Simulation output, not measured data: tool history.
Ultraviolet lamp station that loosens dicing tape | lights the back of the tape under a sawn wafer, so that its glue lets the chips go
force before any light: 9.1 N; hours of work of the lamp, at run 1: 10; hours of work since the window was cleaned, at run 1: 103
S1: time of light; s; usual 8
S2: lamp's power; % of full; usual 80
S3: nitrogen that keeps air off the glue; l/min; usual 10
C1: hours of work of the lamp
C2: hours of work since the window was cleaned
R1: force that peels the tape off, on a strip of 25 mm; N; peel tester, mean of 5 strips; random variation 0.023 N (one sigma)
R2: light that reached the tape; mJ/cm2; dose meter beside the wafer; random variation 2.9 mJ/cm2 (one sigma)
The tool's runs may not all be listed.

run 1 day=0.000 | S1=8 S2=80 S3=10 | C1=10 C2=103 | R1=1.116 R2=412
run 2 day=0.433 | S1=8 S2=80 S3=10 | C1=16 C2=109 | R1=1.126 R2=414
run 3 day=0.646 | S1=8 S2=89 S3=10 | C1=19 C2=111 | R1=0.939 R2=463
run 4 day=1.017 | S1=8 S2=89 S3=10 | C1=24 C2=116 | R1=0.939 R2=462
run 5 day=1.338 | S1=8 S2=80 S3=10 | C1=28 C2=120 | R1=1.120 R2=407
run 6 day=1.625 | S1=8 S2=80 S3=6 | C1=32 C2=124 | R1=1.672 R2=414
run 7 day=1.842 | S1=8 S2=80 S3=6 | C1=34 C2=127 | R1=1.660 R2=416
run 8 day=2.033 | S1=8 S2=68 S3=10 | C1=37 C2=130 | R1=1.452 R2=352
run 9 day=2.475 | S1=8 S2=68 S3=10 | C1=43 C2=135 | R1=1.465 R2=352
run 10 day=2.733 | S1=8 S2=68 S3=10 | C1=46 C2=139 | R1=1.507 R2=351
run 11 day=3.096 | S1=8 S2=80 S3=4 | C1=51 C2=143 | R1=2.171 R2=411
run 12 day=3.275 | S1=8 S2=80 S3=4 | C1=53 C2=146 | R1=2.125 R2=415
run 13 day=3.708 | S1=8 S2=80 S3=4 | C1=59 C2=151 | R1=2.109 R2=410
run 14 day=4.129 | S1=8 S2=80 S3=4 | C1=64 C2=157 | R1=2.109 R2=412
run 15 day=4.383 | S1=8 S2=69 S3=10 | C1=68 C2=160 | R1=1.476 R2=356
run 16 day=4.796 | S1=8 S2=69 S3=10 | C1=73 C2=166 | R1=1.498 R2=360
run 17 day=5.025 | S1=8 S2=80 S3=10 | C1=76 C2=169 | R1=1.115 R2=412
run 18 day=5.350 | S1=8 S2=80 S3=10 | C1=80 C2=173 | R1=1.092 R2=415
run 19 day=5.558 | S1=8 S2=92 S3=10 | C1=83 C2=176 | R1=0.816 R2=474
run 20 day=5.904 | S1=8 S2=92 S3=10 | C1=87 C2=180 | R1=0.825 R2=470
run 21 day=6.217 | S1=8 S2=97 S3=10 | C1=92 C2=184 | R1=0.747 R2=499
run 22 day=6.479 | S1=14 S2=74 S3=10 | C1=95 C2=188 | R1=0.392 R2=669
run 23 day=6.704 | S1=14 S2=74 S3=10 | C1=98 C2=191 | R1=0.386 R2=673

Run 24 comes next. What will it give?
run 24 day=6.908 | S1=14 S2=74 S3=10 | C1=101 C2=193 | R1=? R2=?

{"run 24": {"R1": 0.406, "R2": 667}}
Without the tool's hidden state the same run would have given R1 0.406 N, R2 667 mJ/cm2.
